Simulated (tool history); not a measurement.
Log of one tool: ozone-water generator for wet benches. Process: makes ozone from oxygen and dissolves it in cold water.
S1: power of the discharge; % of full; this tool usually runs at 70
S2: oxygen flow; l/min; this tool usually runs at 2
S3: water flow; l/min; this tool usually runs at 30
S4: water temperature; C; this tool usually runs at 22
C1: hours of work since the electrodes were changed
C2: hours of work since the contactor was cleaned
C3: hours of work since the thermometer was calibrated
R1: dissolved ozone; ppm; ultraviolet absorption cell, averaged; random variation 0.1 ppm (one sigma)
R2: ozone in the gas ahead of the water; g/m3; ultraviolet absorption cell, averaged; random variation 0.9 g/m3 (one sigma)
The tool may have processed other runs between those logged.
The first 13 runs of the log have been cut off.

| run | hour | S1 | S2 | S3 | S4 | C1 | C2 | C3 | R1 | R2 |
|---|---|---|---|---|---|---|---|---|---|---|
| 14 | 410.6 | 98 | 2 | 30 | 22 | 1008 | 393 | 1417 | 5.7 | 188.8 |
| 15 | 449.2 | 98 | 2 | 30 | 22 | 1031 | 416 | 1440 | 5.8 | 191.4 |
| 16 | 479 | 98 | 2 | 30 | 22 | 1049 | 434 | 1458 | 5.6 | 189.3 |
|  | 482.4 | water thermometer calibrated |
| 17 | 509.3 | 98 | 2 | 30 | 22 | 1067 | 452 | 16 | 5.4 | 189 |
| 18 | 537.7 | 58 | 3.4 | 36 | 22 | 1084 | 469 | 33 | 3.1 | 86.7 |
| 19 | 555.2 | 70 | 2 | 40 | 22 | 1095 | 480 | 44 | 3.1 | 145.1 |
| 20 | 580.2 | 90 | 2 | 23 | 22 | 1110 | 495 | 59 | 7.1 | 175.3 |
| 21 | 613.2 | 95 | 2 | 23 | 16 | 1130 | 515 | 79 | 7.7 | 183.1 |
| 22 | 651.8 | 80 | 1.05 | 23 | 16 | 1153 | 538 | 102 | 6.2 | 248.5 |
| 23 | 683.4 | 70 | 2 | 30 | 26 | 1172 | 557 | 121 | 4.3 | 145.7 |
|  | 706.2 | water thermometer calibrated, once more |
| 24 | 706.2 | 70 | 2 | 30 | 24 | 1185 | 570 | 0 | 4.2 | 144.6 |
| 25 | 747.5 | 94 | 2.24 | 22 | 20 | 1210 | 595 | 25 | 7.9 | 166 |
| 26 | 775.5 | 94 | 2.24 | 22 | 20 | 1227 | 612 | 42 | 8 | 168.5 |
| 27 | 800.2 | 94 | 2.24 | 22 | 20 | 1242 | 627 | 56 | 8 | 168.3 |
| 28 | 838.3 | 55 | 2.56 | 30 | 22 | 1264 | 649 | 79 | 3.6 | 102.6 |
| 29 | 874 | 70 | 1.46 | 30 | 22 | 1286 | 671 | 101 | 4.1 | 178.9 |
| 30 | 916.4 | 85 | 2 | 30 | 22 | 1311 | 696 | 126 | 5.2 | 166.8 |
| 31 | 937.5 | 41 | 1.92 | 33 | 28 | 1324 | 709 | 139 | 2.4 | 99.2 |

Forecast each of these 5 alternatives for the next run:
| A | 956.9 | 70 | 2 | 30 | 25 | 1336 | 721 | 151 | ? | ? |
| B | 956.9 | 54 | 1.92 | 33 | 28 | 1336 | 721 | 151 | ? | ? |
| C | 956.9 | 70 | 1.42 | 31 | 22 | 1336 | 721 | 151 | ? | ? |
| D | 956.9 | 70 | 3.28 | 30 | 22 | 1336 | 721 | 151 | ? | ? |
| E | 956.9 | 43 | 2.42 | 42 | 28 | 1336 | 721 | 151 | ? | ? |

| run | R1 | R2 |
|---|---|---|
| A | 4.1 | 144.2 |
| B | 3.1 | 122 |
| C | 4 | 184.9 |
| D | 4.4 | 103.5 |
| E | 1.9 | 87.4 |
Without the tool's hidden state the same runs would have given:
| run | R1 | R2 |
|---|---|---|
| A | 4.3 | 147.9 |
| B | 3.2 | 124.5 |
| C | 4.1 | 189.6 |
| D | 4.6 | 106.2 |
| E | 2 | 88.8 |

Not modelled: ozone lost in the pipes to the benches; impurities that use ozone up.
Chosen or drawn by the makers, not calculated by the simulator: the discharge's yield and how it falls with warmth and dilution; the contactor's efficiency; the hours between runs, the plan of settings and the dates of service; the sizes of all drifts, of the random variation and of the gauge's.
